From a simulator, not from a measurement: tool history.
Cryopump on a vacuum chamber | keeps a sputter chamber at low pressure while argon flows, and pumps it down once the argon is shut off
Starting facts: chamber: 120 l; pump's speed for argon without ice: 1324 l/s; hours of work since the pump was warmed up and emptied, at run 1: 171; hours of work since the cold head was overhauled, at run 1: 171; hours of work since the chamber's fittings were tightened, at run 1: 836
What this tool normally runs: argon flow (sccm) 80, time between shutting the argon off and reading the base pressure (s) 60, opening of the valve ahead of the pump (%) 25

| run | hour | argon flow (sccm) | time between shutting the argon off and reading the base pressure (s) | opening of the valve ahead of the pump (%) | hours of work since the pump was warmed up and emptied | hours of work since the cold head was overhauled | hours of work since the chamber's fittings were tightened | pressure while argon flows (Pa) | pressure after the wait (uPa) |
|---|---|---|---|---|---|---|---|---|---|
| 1 | 0 | 80 | 60 | 25 | 171 | 171 | 836 | 0.4216 | 2.77 |
| 2 | 17.9 | 80 | 60 | 25 | 179 | 179 | 845 | 0.4178 | 2.78 |
| 3 | 41 | 80 | 60 | 25 | 190 | 190 | 856 | 0.42 | 2.76 |
| 4 | 58 | 80 | 60 | 25 | 198 | 198 | 864 | 0.4196 | 2.8 |
| 5 | 77.9 | 80 | 60 | 30 | 208 | 208 | 873 | 0.3517 | 2.77 |
| 6 | 111.7 | 80 | 60 | 30 | 224 | 224 | 890 | 0.3526 | 2.81 |
| 7 | 133.8 | 80 | 60 | 42 | 235 | 235 | 900 | 0.2563 | 2.81 |
| 8 | 156.9 | 58 | 60 | 25 | 246 | 246 | 911 | 0.3053 | 2.87 |
| 9 | 176.3 | 80 | 60 | 25 | 255 | 255 | 921 | 0.4219 | 2.87 |
| 10 | 214.8 | 142 | 212 | 25 | 274 | 274 | 939 | 0.7466 | 1.88 |
| 11 | 249.7 | 54 | 146 | 19 | 290 | 290 | 956 | 0.3756 | 2.11 |
| 12 | 279.4 | 38 | 97 | 25 | 305 | 305 | 970 | 0.2006 | 2.45 |
| 13 | 311 | 35 | 242 | 23 | 320 | 320 | 985 | 0.2013 | 1.9 |
| 14 | 340.5 | 35 | 242 | 23 | 334 | 334 | 1000 | 0.2031 | 1.91 |
| 15 | 363.4 | 35 | 242 | 23 | 345 | 345 | 1011 | 0.2031 | 1.92 |
| 16 | 405 | 81 | 24 | 16 | 365 | 365 | 1031 | 0.6684 | 5.3 |
| 17 | 433.4 | 36 | 30 | 24 | 379 | 379 | 1044 | 0.2027 | 4.61 |
| 18 | 464.7 | 51 | 60 | 32 | 394 | 394 | 1059 | 0.2183 | 3.26 |

Below are 4 alternative next runs, each starting from the tool's condition after run 18. Predict each:
| A | 493.9 | 51 | 122 | 52 | 408 | 408 | 1073 | ? | ? |
| B | 493.9 | 51 | 44 | 16 | 408 | 408 | 1073 | ? | ? |
| C | 493.9 | 102 | 64 | 24 | 408 | 408 | 1073 | ? | ? |
| D | 493.9 | 80 | 29 | 27 | 408 | 408 | 1073 | ? | ? |

| run | pressure while argon flows (Pa) | pressure after the wait (uPa) |
|---|---|---|
| A | 0.1414 | 2.48 |
| B | 0.4247 | 3.87 |
| C | 0.5769 | 3.18 |
| D | 0.4015 | 4.87 |
What these runs would have given with no unlogged condition in the tool:
| run | pressure while argon flows (Pa) | pressure after the wait (uPa) |
|---|---|---|
| A | 0.1256 | 1 |
| B | 0.4089 | 2.38 |
| C | 0.5454 | 1.7 |
| D | 0.377 | 3.4 |

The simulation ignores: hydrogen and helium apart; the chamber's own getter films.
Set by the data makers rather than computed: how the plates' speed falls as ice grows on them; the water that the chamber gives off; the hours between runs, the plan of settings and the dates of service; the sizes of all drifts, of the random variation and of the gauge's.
